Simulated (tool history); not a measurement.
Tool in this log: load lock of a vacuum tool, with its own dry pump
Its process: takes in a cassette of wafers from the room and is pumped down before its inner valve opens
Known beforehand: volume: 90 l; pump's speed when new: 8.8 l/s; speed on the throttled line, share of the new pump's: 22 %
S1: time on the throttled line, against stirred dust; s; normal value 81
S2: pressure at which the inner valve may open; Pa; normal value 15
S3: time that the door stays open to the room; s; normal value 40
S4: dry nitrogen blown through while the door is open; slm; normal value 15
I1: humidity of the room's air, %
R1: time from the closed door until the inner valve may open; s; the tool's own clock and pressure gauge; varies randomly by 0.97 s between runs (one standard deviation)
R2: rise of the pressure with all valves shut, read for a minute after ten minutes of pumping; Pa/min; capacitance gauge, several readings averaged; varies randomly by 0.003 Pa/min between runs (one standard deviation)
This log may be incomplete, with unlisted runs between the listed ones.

{"run": 1, "hour": 0.0, "S1": 81, "S2": 15, "S3": 40, "S4": 15, "I1": 43.1, "R1": 154.5, "R2": 0.07}
{"run": 2, "hour": 203.2, "S1": 81, "S2": 15, "S3": 40, "S4": 15, "I1": 44, "R1": 155.8, "R2": 0.072}
{"run": 3, "hour": 307.2, "S1": 81, "S2": 15, "S3": 40, "S4": 23, "I1": 45.8, "R1": 156.6, "R2": 0.074}
{"run": 4, "hour": 467.8, "S1": 44, "S2": 15, "S3": 40, "S4": 15, "I1": 43.7, "R1": 127.1, "R2": 0.074}
{"run": 5, "hour": 572.8, "S1": 81, "S2": 15, "S3": 54, "S4": 15, "I1": 45, "R1": 155.2, "R2": 0.081}
{"run": 6, "hour": 665.5, "S1": 81, "S2": 15, "S3": 54, "S4": 15, "I1": 43.8, "R1": 155.6, "R2": 0.087}
{"run": 7, "hour": 881.1, "S1": 81, "S2": 15, "S3": 40, "S4": 15, "I1": 46.4, "R1": 155.9, "R2": 0.084}
{"run": 8, "hour": 1098.1, "S1": 81, "S2": 15, "S3": 40, "S4": 15, "I1": 46.9, "R1": 155.2, "R2": 0.089}
{"run": 9, "hour": 1196.8, "S1": 81, "S2": 15, "S3": 40, "S4": 15, "I1": 45.4, "R1": 157.3, "R2": 0.085}
{"run": 10, "hour": 1396.8, "S1": 81, "S2": 15, "S3": 40, "S4": 15, "I1": 45.3, "R1": 157.1, "R2": 0.088}
{"run": 11, "hour": 1594.5, "S1": 81, "S2": 15, "S3": 187, "S4": 15, "I1": 41.4, "R1": 157, "R2": 0.121}
{"run": 12, "hour": 1708.0, "S1": 81, "S2": 15, "S3": 187, "S4": 26, "I1": 43.3, "R1": 159.5, "R2": 0.11}
{"run": 13, "hour": 1864.8, "S1": 81, "S2": 15, "S3": 187, "S4": 26, "I1": 43.5, "R1": 157.7, "R2": 0.106}
{"run": 14, "hour": 1968.8, "S1": 81, "S2": 15, "S3": 187, "S4": 26, "I1": 44.1, "R1": 158.2, "R2": 0.114}
{"run": 15, "hour": 2068.1, "S1": 75, "S2": 28, "S3": 40, "S4": 12, "I1": 49.7, "R1": 146.4, "R2": 0.105}
{"run": 16, "hour": 2279.3, "S1": 75, "S2": 28, "S3": 40, "S4": 12, "I1": 42.7, "R1": 146.5, "R2": 0.103}
{"run": 17, "hour": 2395.3, "S1": 125, "S2": 15, "S3": 40, "S4": 15, "I1": 42.8, "R1": 193.8, "R2": 0.099}
{"run": 18, "hour": 2575.9, "S1": 125, "S2": 15, "S3": 40, "S4": 15, "I1": 48.1, "R1": 191.1, "R2": 0.108}
{"run": 19, "hour": 2678.8, "S1": 81, "S2": 15, "S3": 40, "S4": 18, "I1": 44.7, "R1": 159.3, "R2": 0.116}
{"run": 20, "hour": 2874.7, "S1": 81, "S2": 15, "S3": 40, "S4": 18, "I1": 45.4, "R1": 159.3, "R2": 0.119}
{"run": 21, "hour": 2989.4, "S1": 107, "S2": 19, "S3": 154, "S4": 33, "I1": 42.8, "R1": 175.6, "R2": 0.123}
{"run": 22, "hour": 3153.9, "S1": 112, "S2": 15, "S3": 168, "S4": 26, "I1": 46.7, "R1": 182.6, "R2": 0.134}
{"run": 23, "hour": 3271.5, "S1": 136, "S2": 29, "S3": 82, "S4": 21, "I1": 46.7, "R1": 195, "R2": 0.126}
{"run": 24, "hour": 3489.0, "S1": 136, "S2": 26, "S3": 33, "S4": 21, "I1": 43.7, "R1": 197.5, "R2": 0.122}
{"run": 25, "hour": 3694.0, "S1": 136, "S2": 26, "S3": 33, "S4": 21, "I1": 45.5, "R1": 196.1, "R2": 0.128}
{"run": 26, "hour": 3788.0, "S1": 136, "S2": 26, "S3": 33, "S4": 21, "I1": 41.5, "R1": 197.3, "R2": 0.124}
{"run": 27, "hour": 3891.3, "S1": 136, "S2": 26, "S3": 33, "S4": 21, "I1": 48.1, "R1": 195.6, "R2": 0.13}

Below, each run's measurement less what the same run would have read without the hidden state. Both values contain the same run-to-run variation, but the gauge's scatter may not be the same in both:
What the log doesn't record here: pump's speed, % of a new pump's; leak at the door's seal, Pa l/s; drift of the gauge itself on ready_s, %; drift of the gauge itself on rise_pa_min, %.
run=1 R1=+2 R2=+0.058
run=2 R1=+2.2 R2=+0.059
run=3 R1=+2.4 R2=+0.062
run=4 R1=+2.8 R2=+0.064
run=5 R1=+2.7 R2=+0.066
run=6 R1=+2.8 R2=+0.067
run=7 R1=+3.1 R2=+0.071
run=8 R1=+3.3 R2=+0.075
run=9 R1=+3.5 R2=+0.075
run=10 R1=+3.8 R2=+0.078
run=11 R1=+4 R2=+0.084
run=12 R1=+4.1 R2=+0.083
run=13 R1=+4.4 R2=+0.085
run=14 R1=+4.5 R2=+0.089
run=15 R1=+4.3 R2=+0.089
run=16 R1=+4.5 R2=+0.093
run=17 R1=+4.4 R2=+0.093
run=18 R1=+4.6 R2=+0.098
run=19 R1=+5.5 R2=+0.101
run=20 R1=+5.8 R2=+0.104
run=21 R1=+5.2 R2=+0.102
run=22 R1=+5.6 R2=+0.108
run=23 R1=+4.6 R2=+0.11
run=24 R1=+5 R2=+0.111
run=25 R1=+5.1 R2=+0.117
run=26 R1=+5.3 R2=+0.115
run=27 R1=+5.4 R2=+0.12

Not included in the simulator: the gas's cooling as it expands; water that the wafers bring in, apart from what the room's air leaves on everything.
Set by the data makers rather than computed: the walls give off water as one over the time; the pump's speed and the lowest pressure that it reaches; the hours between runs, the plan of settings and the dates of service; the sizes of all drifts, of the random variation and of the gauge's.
